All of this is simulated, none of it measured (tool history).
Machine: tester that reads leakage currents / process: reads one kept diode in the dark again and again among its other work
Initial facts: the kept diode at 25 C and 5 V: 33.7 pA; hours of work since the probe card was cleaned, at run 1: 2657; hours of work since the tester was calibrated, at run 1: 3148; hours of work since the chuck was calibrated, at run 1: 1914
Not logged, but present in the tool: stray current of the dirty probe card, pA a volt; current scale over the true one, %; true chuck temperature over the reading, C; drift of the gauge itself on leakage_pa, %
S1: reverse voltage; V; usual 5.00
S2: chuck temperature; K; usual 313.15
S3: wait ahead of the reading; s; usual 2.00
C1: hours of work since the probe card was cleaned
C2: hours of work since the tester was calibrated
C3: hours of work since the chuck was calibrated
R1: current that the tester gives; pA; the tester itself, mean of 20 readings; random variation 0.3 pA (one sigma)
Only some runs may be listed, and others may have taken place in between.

run	hour	S1	S2	S3	C1	C2	C3	R1
1	0.0	5.00	313.15	2.00	2657	3148	1914	88.28
2	183.7	5.00	313.15	2.00	2758	3249	2015	88.17
# hour 235.3: tester calibrated
3	378.6	5.00	313.15	2.00	2865	79	2122	86.61
4	557.4	5.00	313.15	2.00	2963	178	2221	86.55
# hour 578.2: chuck's temperature calibrated
5	757.1	5.00	320.15	2.00	3072	287	99	153.93
6	933.3	15.75	313.15	2.00	3170	384	196	150.65
7	1083.0	5.00	313.15	2.00	3252	467	279	97.27
8	1218.1	5.00	313.15	2.00	3327	541	353	96.64
9	1333.6	5.00	313.15	2.00	3391	605	417	96.97
10	1519.8	14.27	317.15	0.85	3493	708	520	186.35
11	1627.9	1.89	317.15	6.59	3553	767	579	87.35
12	1770.4	1.89	298.15	0.33	3632	846	658	25.72
13	1863.6	10.12	315.15	0.33	3683	897	709	149.59
# hour 1915.1: probe card cleaned and baked
14	1986.2	10.12	315.15	0.33	39	963	775	145.43
15	2128.2	10.12	315.15	0.33	118	1042	854	144.11
16	2285.5	4.71	327.15	2.00	204	1129	940	220.61
17	2475.7	5.13	294.15	0.72	309	1234	1045	26.19

Predict each of these 5 candidate next runs independently; none follows another, all start after run 17:
A	2629.6	19.06	311.15	0.33	394	1318	1130	?
B	2629.6	5.13	294.15	5.85	394	1318	1130	?
C	2629.6	2.59	294.15	0.72	394	1318	1130	?
D	2629.6	5.13	294.15	2.02	394	1318	1130	?
E	2629.6	5.00	320.15	0.43	394	1318	1130	?

run	R1
A	145.54
B	24.05
C	19.82
D	24.64
E	147.67
Without the tool's unlogged condition, the same runs would have read:
run	R1
A	152.95
B	25.59
C	21.09
D	26.18
E	156.32
